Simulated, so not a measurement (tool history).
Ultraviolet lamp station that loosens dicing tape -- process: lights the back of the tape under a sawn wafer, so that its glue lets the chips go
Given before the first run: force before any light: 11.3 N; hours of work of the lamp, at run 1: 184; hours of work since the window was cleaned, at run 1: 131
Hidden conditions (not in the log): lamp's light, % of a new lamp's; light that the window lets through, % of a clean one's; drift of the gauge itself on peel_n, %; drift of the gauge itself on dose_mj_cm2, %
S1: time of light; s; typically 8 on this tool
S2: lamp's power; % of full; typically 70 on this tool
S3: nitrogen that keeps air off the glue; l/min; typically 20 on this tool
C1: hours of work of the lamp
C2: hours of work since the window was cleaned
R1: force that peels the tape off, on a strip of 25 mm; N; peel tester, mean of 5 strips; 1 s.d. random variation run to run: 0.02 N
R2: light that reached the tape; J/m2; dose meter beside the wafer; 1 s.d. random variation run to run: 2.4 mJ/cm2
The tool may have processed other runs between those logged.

{"run": 1, "hour": 0.0, "S1": 8, "S2": 70, "S3": 20, "C1": 184, "C2": 131, "R1": 1.139, "R2": 2560}
{"run": 2, "hour": 8.5, "S1": 7, "S2": 70, "S3": 20, "C1": 187, "C2": 135, "R1": 1.529, "R2": 2190}
{"run": 3, "hour": 13.9, "S1": 7, "S2": 70, "S3": 20, "C1": 190, "C2": 137, "R1": 1.531, "R2": 2190}
{"run": 4, "hour": 19.3, "S1": 8, "S2": 70, "S3": 20, "C1": 192, "C2": 139, "R1": 1.176, "R2": 2540}
{"run": 5, "hour": 28.3, "S1": 8, "S2": 70, "S3": 20, "C1": 196, "C2": 144, "R1": 1.186, "R2": 2540}
{"run": 6, "hour": 35.0, "S1": 8, "S2": 70, "S3": 20, "C1": 200, "C2": 147, "R1": 1.195, "R2": 2520}
{"run": 7, "hour": 44.6, "S1": 8, "S2": 70, "S3": 37, "C1": 204, "C2": 151, "R1": 0.864, "R2": 2550}
{"run": 8, "hour": 52.2, "S1": 8, "S2": 99, "S3": 20, "C1": 207, "C2": 154, "R1": 0.555, "R2": 3560}
{"run": 9, "hour": 59.5, "S1": 11, "S2": 65, "S3": 13, "C1": 211, "C2": 158, "R1": 0.955, "R2": 3270}
{"run": 10, "hour": 66.7, "S1": 6, "S2": 61, "S3": 21, "C1": 214, "C2": 161, "R1": 2.397, "R2": 1630}
{"run": 11, "hour": 78.4, "S1": 15, "S2": 96, "S3": 21, "C1": 219, "C2": 166, "R1": 0.195, "R2": 6480}
{"run": 12, "hour": 89.7, "S1": 8, "S2": 70, "S3": 12, "C1": 224, "C2": 172, "R1": 1.699, "R2": 2490}

Forecast each of these 3 alternatives for the next run:
{"run": "A", "hour": 96.1, "S1": 7, "S2": 63, "S3": 7, "C1": 227, "C2": 175, "R1": "?", "R2": "?"}
{"run": "B", "hour": 96.1, "S1": 8, "S2": 73, "S3": 7, "C1": 227, "C2": 175, "R1": "?", "R2": "?"}
{"run": "C", "hour": 96.1, "S1": 14, "S2": 70, "S3": 8, "C1": 227, "C2": 175, "R1": "?", "R2": "?"}

run=A R1=3.114 R2=1970
run=B R1=2.185 R2=2620
run=C R1=0.705 R2=4330
What these runs would have given with no unlogged condition in the tool:
run=A R1=2.635 R2=2230
run=B R1=1.764 R2=2970
run=C R1=0.527 R2=4910
